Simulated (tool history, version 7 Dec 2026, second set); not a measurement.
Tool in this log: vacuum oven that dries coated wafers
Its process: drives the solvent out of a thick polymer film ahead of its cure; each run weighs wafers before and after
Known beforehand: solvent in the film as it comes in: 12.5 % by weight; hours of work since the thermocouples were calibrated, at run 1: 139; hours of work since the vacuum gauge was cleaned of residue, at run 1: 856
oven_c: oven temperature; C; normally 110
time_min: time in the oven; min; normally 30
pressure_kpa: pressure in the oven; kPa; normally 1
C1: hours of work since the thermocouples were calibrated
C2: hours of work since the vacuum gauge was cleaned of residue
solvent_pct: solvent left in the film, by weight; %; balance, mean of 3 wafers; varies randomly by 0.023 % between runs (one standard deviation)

Run 1, hour 0: usual settings; C1 139; C2 856. Result: solvent_pct 1.33 %.
Run 2, hour 79.3: usual settings; C1 175; C2 892. Result: solvent_pct 1.33 %.
Run 3, hour 123.5: usual settings; C1 196; C2 912. Result: solvent_pct 1.33 %.
Run 4, hour 164.2: usual settings but oven_c 122 C; C1 214; C2 931. Result: solvent_pct 0.42 %.
Run 5, hour 222.1: usual settings but oven_c 122 C, time_min 15 min; C1 240; C2 957. Result: solvent_pct 1.29 %.
Run 6, hour 275: usual settings but oven_c 122 C, time_min 15 min; C1 264; C2 981. Result: solvent_pct 1.26 %.
Run 7, hour 350.9: usual settings; C1 299; C2 1015. Result: solvent_pct 1.37 %.
Run 8, hour 416.4: usual settings; C1 329; C2 1045. Result: solvent_pct 1.38 %.
Run 9, hour 472.7: usual settings; C1 354; C2 1071. Result: solvent_pct 1.37 %.
Run 10, hour 549.5: usual settings; C1 389; C2 1106. Result: solvent_pct 1.38 %.
Run 11, hour 588.4: usual settings but time_min 51 min; C1 407; C2 1123. Result: solvent_pct 0.73 %.
Run 12, hour 659.3: usual settings but oven_c 117 C; C1 439; C2 1155. Result: solvent_pct 0.72 %.
Run 13, hour 699: usual settings but pressure_kpa 0.66 kPa; C1 457; C2 1174. Result: solvent_pct 1.28 %.
Run 14, hour 782: usual settings but pressure_kpa 0.66 kPa; C1 495; C2 1211. Result: solvent_pct 1.29 %.
Run 15, hour 857.7: usual settings but pressure_kpa 0.66 kPa; C1 529; C2 1246. Result: solvent_pct 1.22 %.
Run 16, hour 933.6: usual settings but pressure_kpa 0.66 kPa; C1 564; C2 1280. Result: solvent_pct 1.28 %.
Run 17, hour 969.2: usual settings; C1 580; C2 1296. Result: solvent_pct 1.42 %.
Run 18, hour 1006: usual settings but pressure_kpa 0.75 kPa; C1 596; C2 1313. Result: solvent_pct 1.36 %.
Run 19, hour 1042.9: usual settings but time_min 22 min; C1 613; C2 1330. Result: solvent_pct 2.19 %.
Run 20, hour 1110.9: usual settings; C1 644; C2 1361. Result: solvent_pct 1.42 %.
Run 21, hour 1180.2: usual settings; C1 676; C2 1392. Result: solvent_pct 1.45 %.
Run 22, hour 1216.9: usual settings but pressure_kpa 3.08 kPa; C1 692; C2 1409. Result: solvent_pct 2.21 %.
Run 23, hour 1293.1: usual settings but pressure_kpa 3.08 kPa; C1 727; C2 1443. Result: solvent_pct 2.26 %.
Run 24, hour 1337.4: usual settings but oven_c 114 C; C1 747; C2 1464. Result: solvent_pct 0.97 %.
Run 25, hour 1415.5: usual settings but oven_c 114 C; C1 782; C2 1499. Result: solvent_pct 0.97 %.
Run 26, hour 1453.8: usual settings but oven_c 107 C, time_min 38 min, pressure_kpa 1.45 kPa; C1 800; C2 1516. Result: solvent_pct 1.58 %.
Run 27, hour 1537.7: usual settings but oven_c 107 C, time_min 38 min, pressure_kpa 1.45 kPa; C1 838; C2 1555. Result: solvent_pct 1.58 %.
Run 28, hour 1576.7: usual settings but oven_c 112 C, time_min 36 min, pressure_kpa 0.54 kPa; C1 856; C2 1572. Result: solvent_pct 0.75 %.
Run 29, hour 1628.3: usual settings but oven_c 122 C; C1 879; C2 1596. Result: solvent_pct 0.51 %.
Run 30, hour 1712: usual settings but oven_c 123 C, time_min 20 min, pressure_kpa 1.7 kPa; C1 917; C2 1634. Result: solvent_pct 0.93 %.
At hour 1729.9: vacuum gauge cleaned of residue and calibrated.
Run 31, hour 1784: usual settings but oven_c 123 C, time_min 20 min, pressure_kpa 1.7 kPa; C1 949; C2 25. Result: solvent_pct 0.87 %.
Run 32, hour 1852.9: usual settings but oven_c 105 C, time_min 19 min; C1 980; C2 56. Result: solvent_pct 3.69 %.
Run 33, hour 1904.7: usual settings but oven_c 103 C, time_min 17 min, pressure_kpa 0.65 kPa; C1 1004; C2 79. Result: solvent_pct 4.45 %.
Run 34, hour 1989.2: usual settings but time_min 36 min, pressure_kpa 0.59 kPa; C1 1042; C2 118. Result: solvent_pct 0.83 %.
Run 35, hour 2024.5: usual settings but time_min 18 min, pressure_kpa 1.42 kPa; C1 1058; C2 134. Result: solvent_pct 2.95 %.
Run 36, hour 2068.7: usual settings but time_min 18 min, pressure_kpa 1.42 kPa; C1 1079; C2 154. Result: solvent_pct 2.99 %.
Run 37, hour 2130.1: usual settings but oven_c 125 C, time_min 24 min, pressure_kpa 0.79 kPa; C1 1106; C2 182. Result: solvent_pct 0.32 %.
Run 38, hour 2210.5: usual settings but oven_c 121 C, time_min 17 min, pressure_kpa 1.18 kPa; C1 1143; C2 218. Result: solvent_pct 1.22 %.
At hour 2216.4: oven's thermocouples calibrated.
Run 39, hour 2248.5: usual settings but oven_c 109 C, time_min 32 min, pressure_kpa 1.08 kPa; C1 15; C2 235. Result: solvent_pct 1.22 %.
Run 40, hour 2291.6: usual settings but oven_c 118 C, time_min 34 min, pressure_kpa 0.58 kPa; C1 34; C2 254. Result: solvent_pct 0.33 %.
Run 41, hour 2326.1: usual settings but time_min 21 min, pressure_kpa 1.28 kPa; C1 50; C2 270. Result: solvent_pct 2.21 %.
Run 42, hour 2365.4: usual settings but time_min 21 min, pressure_kpa 1.28 kPa; C1 68; C2 288. Result: solvent_pct 2.21 %.
Run 43, hour 2447.1: usual settings but oven_c 122 C, time_min 24 min, pressure_kpa 1.08 kPa; C1 105; C2 325. Result: solvent_pct 0.49 %.
Run 44, hour 2492.2: usual settings but time_min 25 min, pressure_kpa 3.2 kPa; C1 125; C2 345. Result: solvent_pct 2.43 %.
Run 45, hour 2539: usual settings but oven_c 114 C, time_min 47 min, pressure_kpa 2.02 kPa; C1 147; C2 367. Result: solvent_pct 0.8 %.
Run 46, hour 2611.9: usual settings but oven_c 115 C, pressure_kpa 0.79 kPa; C1 180; C2 400. Result: solvent_pct 0.62 %.
Run 47, hour 2653.9: usual settings but oven_c 115 C, pressure_kpa 0.79 kPa; C1 199; C2 419. Result: solvent_pct 0.73 %.

Predict each of these 4 candidate next runs independently; none follows another, all start after run 47:
Run A, hour 2736.9: usual settings but oven_c 125 C, pressure_kpa 0.86 kPa; C1 236; C2 457. Result: solvent_pct ?.
Run B, hour 2736.9: usual settings but pressure_kpa 2.97 kPa; C1 236; C2 457. Result: solvent_pct ?.
Run C, hour 2736.9: usual settings but oven_c 102 C, pressure_kpa 3.04 kPa; C1 236; C2 457. Result: solvent_pct ?.
Run D, hour 2736.9: usual settings but time_min 21 min; C1 236; C2 457. Result: solvent_pct ?.

run  solvent_pct
  A          0.3
  B         1.92
  C         3.51
  D         2.12
With no hidden state in the tool, these same runs would have given:
run  solvent_pct
  A         0.27
  B         1.87
  C         3.43
  D         2.06
